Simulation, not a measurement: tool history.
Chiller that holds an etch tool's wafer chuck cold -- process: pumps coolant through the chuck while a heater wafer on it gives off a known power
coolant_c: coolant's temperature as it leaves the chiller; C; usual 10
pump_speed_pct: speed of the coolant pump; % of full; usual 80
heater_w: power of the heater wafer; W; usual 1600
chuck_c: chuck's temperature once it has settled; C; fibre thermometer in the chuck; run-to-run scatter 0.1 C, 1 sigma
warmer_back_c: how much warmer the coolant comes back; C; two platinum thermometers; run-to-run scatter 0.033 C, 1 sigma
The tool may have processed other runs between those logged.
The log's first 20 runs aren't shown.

{"hour": 1806.6, "done": "coolant pump overhauled"}
{"run": 21, "hour": 1859.3, "coolant_c": 5, "pump_speed_pct": 96, "heater_w": 1513, "chuck_c": 21.4, "warmer_back_c": 4.15}
{"run": 22, "hour": 1953.8, "coolant_c": 1, "pump_speed_pct": 96, "heater_w": 958, "chuck_c": 11.4, "warmer_back_c": 2.63}
{"run": 23, "hour": 2090.2, "coolant_c": 3, "pump_speed_pct": 96, "heater_w": 2083, "chuck_c": 25.6, "warmer_back_c": 5.73}
{"run": 24, "hour": 2226.2, "coolant_c": 3, "pump_speed_pct": 96, "heater_w": 2083, "chuck_c": 25.7, "warmer_back_c": 5.74}
{"hour": 2296.2, "done": "coolant pump overhauled, once more"}
{"run": 25, "hour": 2348.0, "coolant_c": 3, "pump_speed_pct": 96, "heater_w": 2083, "chuck_c": 23.9, "warmer_back_c": 5.02}
{"run": 26, "hour": 2458.5, "coolant_c": 4, "pump_speed_pct": 66, "heater_w": 1592, "chuck_c": 25.4, "warmer_back_c": 5.85}
{"run": 27, "hour": 2537.6, "coolant_c": 4, "pump_speed_pct": 66, "heater_w": 1592, "chuck_c": 25.8, "warmer_back_c": 5.86}
{"run": 28, "hour": 2635.2, "coolant_c": 2, "pump_speed_pct": 84, "heater_w": 1592, "chuck_c": 19.6, "warmer_back_c": 4.53}
{"run": 29, "hour": 2754.4, "coolant_c": 2, "pump_speed_pct": 84, "heater_w": 1592, "chuck_c": 20.1, "warmer_back_c": 4.53}
{"run": 30, "hour": 2844.2, "coolant_c": 19, "pump_speed_pct": 80, "heater_w": 1594, "chuck_c": 37.7, "warmer_back_c": 4.8}
{"hour": 2908.4, "done": "chiller's thermometer calibrated"}
{"run": 31, "hour": 2948.8, "coolant_c": 8, "pump_speed_pct": 80, "heater_w": 1594, "chuck_c": 27, "warmer_back_c": 4.77}

Branching from run 31: 5 alternative next runs. What would each branch give?
{"run": "A", "hour": 3081.7, "coolant_c": 6, "pump_speed_pct": 80, "heater_w": 1594, "chuck_c": "?", "warmer_back_c": "?"}
{"run": "B", "hour": 3081.7, "coolant_c": 4, "pump_speed_pct": 74, "heater_w": 1040, "chuck_c": "?", "warmer_back_c": "?"}
{"run": "C", "hour": 3081.7, "coolant_c": 8, "pump_speed_pct": 86, "heater_w": 1594, "chuck_c": "?", "warmer_back_c": "?"}
{"run": "D", "hour": 3081.7, "coolant_c": 10, "pump_speed_pct": 80, "heater_w": 1027, "chuck_c": "?", "warmer_back_c": "?"}
{"run": "E", "hour": 3081.7, "coolant_c": 10, "pump_speed_pct": 80, "heater_w": 1425, "chuck_c": "?", "warmer_back_c": "?"}

run=A chuck_c=25.3 warmer_back_c=4.84
run=B chuck_c=17.4 warmer_back_c=3.4
run=C chuck_c=26.1 warmer_back_c=4.38
run=D chuck_c=22.3 warmer_back_c=3.09
run=E chuck_c=27 warmer_back_c=4.35
Had the tool no hidden state, the same runs would have come out as:
run=A chuck_c=24.4 warmer_back_c=4.76
run=B chuck_c=16.8 warmer_back_c=3.34
run=C chuck_c=25.4 warmer_back_c=4.3
run=D chuck_c=21.8 warmer_back_c=3.03
run=E chuck_c=26.3 warmer_back_c=4.27

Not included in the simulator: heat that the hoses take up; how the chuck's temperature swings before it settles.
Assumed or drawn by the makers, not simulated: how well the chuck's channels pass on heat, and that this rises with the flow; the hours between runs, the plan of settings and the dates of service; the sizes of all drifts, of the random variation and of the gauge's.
